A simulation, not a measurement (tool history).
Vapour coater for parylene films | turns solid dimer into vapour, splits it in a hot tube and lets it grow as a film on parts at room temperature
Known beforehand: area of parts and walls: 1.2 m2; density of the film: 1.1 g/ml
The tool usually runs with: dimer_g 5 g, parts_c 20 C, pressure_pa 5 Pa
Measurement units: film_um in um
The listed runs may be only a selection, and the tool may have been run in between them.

{"run": 1, "hour": 0.0, "dimer_g": 5, "parts_c": 20, "pressure_pa": 5, "film_um": 2.74}
{"run": 2, "hour": 16.3, "dimer_g": 5, "parts_c": 20, "pressure_pa": 5.11, "film_um": 2.73}
{"run": 3, "hour": 27.2, "dimer_g": 5, "parts_c": 25, "pressure_pa": 5, "film_um": 2.28}
{"run": 4, "hour": 39.0, "dimer_g": 6, "parts_c": 25, "pressure_pa": 5, "film_um": 2.79}
{"hour": 46.3, "done": "trap's valve overhauled"}
{"run": 5, "hour": 61.6, "dimer_g": 6, "parts_c": 25, "pressure_pa": 5, "film_um": 2.78}
{"run": 6, "hour": 74.9, "dimer_g": 5, "parts_c": 20, "pressure_pa": 8.87, "film_um": 2.55}
{"run": 7, "hour": 98.1, "dimer_g": 5, "parts_c": 20, "pressure_pa": 8.87, "film_um": 2.57}
{"run": 8, "hour": 119.5, "dimer_g": 5, "parts_c": 26, "pressure_pa": 9.84, "film_um": 2.05}
{"run": 9, "hour": 139.2, "dimer_g": 5, "parts_c": 26, "pressure_pa": 9.84, "film_um": 2.06}

Run 10 comes next. What will it give?
{"run": 10, "hour": 151.3, "dimer_g": 5, "parts_c": 26, "pressure_pa": 9.84, "film_um": "?"}

film_um: 2.05 um
Without the tool's hidden state the same run would have given film_um 2.05 um.
